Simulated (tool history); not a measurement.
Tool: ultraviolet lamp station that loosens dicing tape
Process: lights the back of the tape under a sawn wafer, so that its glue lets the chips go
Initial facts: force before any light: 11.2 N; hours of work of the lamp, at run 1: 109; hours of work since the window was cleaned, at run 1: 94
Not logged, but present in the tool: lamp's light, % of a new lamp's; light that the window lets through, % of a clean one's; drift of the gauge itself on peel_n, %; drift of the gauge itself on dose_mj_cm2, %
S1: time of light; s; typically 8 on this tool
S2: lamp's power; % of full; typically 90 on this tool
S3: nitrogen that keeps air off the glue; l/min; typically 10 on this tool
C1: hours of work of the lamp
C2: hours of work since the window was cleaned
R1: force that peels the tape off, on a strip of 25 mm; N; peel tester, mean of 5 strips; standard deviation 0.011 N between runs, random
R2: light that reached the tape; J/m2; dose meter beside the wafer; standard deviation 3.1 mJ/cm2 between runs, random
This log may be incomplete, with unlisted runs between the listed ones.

run     day  S1  S2  S3   C1   C2     R1    R2
  1   0.000   8  90  10  109   94  0.565  4570
  2   0.296   8  90  10  112   97  0.557  4580
  3   0.871   5  90  10  119  104  1.618  2820
  4   1.271   4  90  10  124  109  2.354  2270
  5   1.683   4  90  10  129  114  2.397  2300
  6   2.117   4  90  10  134  119  2.443  2290
  7   2.596   4  90  10  140  125  2.416  2270
  8   2.979   4  90  10  144  129  2.465  2250
  9   3.350   4  90  10  149  134  2.450  2230
 10   3.912   4  90  10  156  141  2.443  2230
 11   4.454   4  90  10  162  147  2.390  2260
 12   4.796   8  90  10  166  151  0.615  4470
 13   5.225   8  88  10  171  156  0.622  4310
 14   5.671   8  90  10  177  162  0.608  4420
 15   6.100   8  90  10  182  167  0.601  4450
 16   6.458   8  90  10  186  171  0.624  4420
 17   6.954   9  90  10  192  177  0.454  4880
 18   7.304   9  90  10  196  181  0.458  4980
 19   7.588   9  90  10  200  185  0.468  4900
 20   8.025   8  90  11  205  190  0.600  4380
 21   8.483   5  90  11  210  195  1.671  2730
 22   8.900  10  97  11  216  201  0.267  5860
 23   9.421  10  90   7  222  207  0.479  5440
 24   9.958  12  90   7  228  213  0.284  6480
 25  10.379  11  87   7  233  218  0.409  5710
 26  10.938   5  72  10  240  225  2.609  2150
 27  11.375   4  64   6  245  230  4.781  1550
 28  11.867   4  64  18  251  236  3.313  1550
 29  12.267   4  64  18  256  241  3.319  1460
 30  12.746   5  61   3  262  247  4.853  1780
 31  13.112   4  93   7  266  251  2.945  2190
 32  13.421  14  62   3  270  255  1.139  5050
 33  13.671  16  84  10  273  258  0.144  7940
 34  14.046  16  84  10  277  262  0.139  7840
 35  14.388   4  90   6  281  266  3.324  2100
 36  14.817   8  77  10  287  272  1.004  3610
 37  15.067   8  77  10  290  275  0.972  3570
 38  15.538   8  93   5  295  280  1.131  4280
 39  15.950   8  93   5  300  285  1.131  4340
 40  16.542   8  93  19  307  292  0.424  4330

Each row is a separate what-if for the run after 40, all from the same tool condition, not one after another. Results?
  A  17.000   8  86  10  313  298   ?   ?
  B  17.000   8  63  10  313  298   ?   ?
  C  17.000   8  93  18  313  298   ?   ?
  D  17.000   8  90   6  313  298   ?   ?

run     R1    R2
  A  0.805  3910
  B  1.570  2860
  C  0.436  4280
  D  1.056  4130
What these runs would have given with no unlogged condition in the tool:
run     R1    R2
  A  0.538  4600
  B  1.135  3370
  C  0.286  5030
  D  0.724  4840
